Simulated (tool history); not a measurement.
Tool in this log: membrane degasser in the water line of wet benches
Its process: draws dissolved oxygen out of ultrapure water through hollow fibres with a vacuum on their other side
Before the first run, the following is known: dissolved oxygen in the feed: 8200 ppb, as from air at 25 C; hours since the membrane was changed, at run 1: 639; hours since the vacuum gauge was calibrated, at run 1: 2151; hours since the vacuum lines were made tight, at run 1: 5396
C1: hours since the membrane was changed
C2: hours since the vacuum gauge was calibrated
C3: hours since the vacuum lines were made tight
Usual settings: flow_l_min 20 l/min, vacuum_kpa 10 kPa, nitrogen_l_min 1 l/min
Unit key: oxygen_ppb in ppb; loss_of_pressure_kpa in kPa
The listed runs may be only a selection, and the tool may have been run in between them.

{"run": 1, "hour": 0.0, "flow_l_min": 20, "vacuum_kpa": 10, "nitrogen_l_min": 1, "C1": 639, "C2": 2151, "C3": 5396, "oxygen_ppb": 320.1, "loss_of_pressure_kpa": 41.23}
{"run": 2, "hour": 117.1, "flow_l_min": 20, "vacuum_kpa": 10, "nitrogen_l_min": 1, "C1": 756, "C2": 2268, "C3": 5513, "oxygen_ppb": 321.6, "loss_of_pressure_kpa": 41.2}
{"run": 3, "hour": 177.7, "flow_l_min": 20, "vacuum_kpa": 10, "nitrogen_l_min": 1, "C1": 817, "C2": 2329, "C3": 5573, "oxygen_ppb": 324.6, "loss_of_pressure_kpa": 41.48}
{"run": 4, "hour": 281.3, "flow_l_min": 14, "vacuum_kpa": 10, "nitrogen_l_min": 1, "C1": 920, "C2": 2432, "C3": 5677, "oxygen_ppb": 231.6, "loss_of_pressure_kpa": 28.56}
{"run": 5, "hour": 377.7, "flow_l_min": 19, "vacuum_kpa": 10, "nitrogen_l_min": 1, "C1": 1017, "C2": 2529, "C3": 5773, "oxygen_ppb": 308.2, "loss_of_pressure_kpa": 39.36}
{"run": 6, "hour": 463.4, "flow_l_min": 19, "vacuum_kpa": 10, "nitrogen_l_min": 1, "C1": 1102, "C2": 2614, "C3": 5859, "oxygen_ppb": 306, "loss_of_pressure_kpa": 39.49}
{"run": 7, "hour": 592.6, "flow_l_min": 20, "vacuum_kpa": 8.5, "nitrogen_l_min": 1, "C1": 1231, "C2": 2744, "C3": 5988, "oxygen_ppb": 261, "loss_of_pressure_kpa": 41.61}
{"run": 8, "hour": 727.1, "flow_l_min": 20, "vacuum_kpa": 8.5, "nitrogen_l_min": 1, "C1": 1366, "C2": 2878, "C3": 6123, "oxygen_ppb": 261.9, "loss_of_pressure_kpa": 41.4}
{"run": 9, "hour": 823.2, "flow_l_min": 20, "vacuum_kpa": 10, "nitrogen_l_min": 1, "C1": 1462, "C2": 2974, "C3": 6219, "oxygen_ppb": 323.4, "loss_of_pressure_kpa": 41.47}
{"hour": 833.8, "done": "vacuum gauge calibrated"}
{"hour": 851.2, "done": "seals of the vacuum lines changed"}
{"run": 10, "hour": 953.3, "flow_l_min": 20, "vacuum_kpa": 10, "nitrogen_l_min": 1, "C1": 1590, "C2": 118, "C3": 102, "oxygen_ppb": 324.2, "loss_of_pressure_kpa": 41.67}
{"run": 11, "hour": 1051.9, "flow_l_min": 20, "vacuum_kpa": 10, "nitrogen_l_min": 1, "C1": 1688, "C2": 216, "C3": 201, "oxygen_ppb": 319.5, "loss_of_pressure_kpa": 41.5}
{"run": 12, "hour": 1148.5, "flow_l_min": 14, "vacuum_kpa": 19.4, "nitrogen_l_min": 0.81, "C1": 1785, "C2": 313, "C3": 297, "oxygen_ppb": 606.8, "loss_of_pressure_kpa": 28.87}
{"run": 13, "hour": 1287.9, "flow_l_min": 23, "vacuum_kpa": 8.1, "nitrogen_l_min": 1.66, "C1": 1924, "C2": 452, "C3": 437, "oxygen_ppb": 195.1, "loss_of_pressure_kpa": 47.6}
{"hour": 1398.5, "done": "vacuum gauge calibrated, once more"}
{"run": 14, "hour": 1424.8, "flow_l_min": 23, "vacuum_kpa": 8.1, "nitrogen_l_min": 1.66, "C1": 2061, "C2": 26, "C3": 573, "oxygen_ppb": 185.7, "loss_of_pressure_kpa": 47.98}
{"run": 15, "hour": 1493.1, "flow_l_min": 24, "vacuum_kpa": 8.6, "nitrogen_l_min": 2.22, "C1": 2129, "C2": 95, "C3": 641, "oxygen_ppb": 172.9, "loss_of_pressure_kpa": 49.74}
{"run": 16, "hour": 1618.3, "flow_l_min": 22, "vacuum_kpa": 20.4, "nitrogen_l_min": 1.59, "C1": 2254, "C2": 220, "C3": 767, "oxygen_ppb": 544.4, "loss_of_pressure_kpa": 45.54}
{"run": 17, "hour": 1729.9, "flow_l_min": 30, "vacuum_kpa": 19, "nitrogen_l_min": 1.19, "C1": 2366, "C2": 331, "C3": 878, "oxygen_ppb": 867.6, "loss_of_pressure_kpa": 62.61}
{"run": 18, "hour": 1828.0, "flow_l_min": 20, "vacuum_kpa": 18.2, "nitrogen_l_min": 1, "C1": 2464, "C2": 429, "C3": 976, "oxygen_ppb": 640, "loss_of_pressure_kpa": 41.68}
{"run": 19, "hour": 1898.3, "flow_l_min": 13, "vacuum_kpa": 17.1, "nitrogen_l_min": 0.54, "C1": 2534, "C2": 500, "C3": 1047, "oxygen_ppb": 685.9, "loss_of_pressure_kpa": 27.34}
{"run": 20, "hour": 2029.6, "flow_l_min": 20, "vacuum_kpa": 16.2, "nitrogen_l_min": 1, "C1": 2665, "C2": 631, "C3": 1178, "oxygen_ppb": 564.5, "loss_of_pressure_kpa": 41.57}
{"run": 21, "hour": 2118.6, "flow_l_min": 13, "vacuum_kpa": 16.2, "nitrogen_l_min": 1, "C1": 2754, "C2": 720, "C3": 1267, "oxygen_ppb": 385.2, "loss_of_pressure_kpa": 26.95}

3 ways to go on from here, each from the tool as it stands after run 21. What would each give?
{"run": "A", "hour": 2216.0, "flow_l_min": 13, "vacuum_kpa": 13.2, "nitrogen_l_min": 1, "C1": 2852, "C2": 817, "C3": 1364, "oxygen_ppb": "?", "loss_of_pressure_kpa": "?"}
{"run": "B", "hour": 2216.0, "flow_l_min": 29, "vacuum_kpa": 11.1, "nitrogen_l_min": 0.86, "C1": 2852, "C2": 817, "C3": 1364, "oxygen_ppb": "?", "loss_of_pressure_kpa": "?"}
{"run": "C", "hour": 2216.0, "flow_l_min": 31, "vacuum_kpa": 10, "nitrogen_l_min": 0.65, "C1": 2852, "C2": 817, "C3": 1364, "oxygen_ppb": "?", "loss_of_pressure_kpa": "?"}

run=A oxygen_ppb=298.8 loss_of_pressure_kpa=26.96
run=B oxygen_ppb=598.1 loss_of_pressure_kpa=60.55
run=C oxygen_ppb=676.4 loss_of_pressure_kpa=64.87
With no hidden state in the tool, these same runs would have given:
run=A oxygen_ppb=293.7 loss_of_pressure_kpa=26.61
run=B oxygen_ppb=590.1 loss_of_pressure_kpa=59.75
run=C oxygen_ppb=668 loss_of_pressure_kpa=64.02
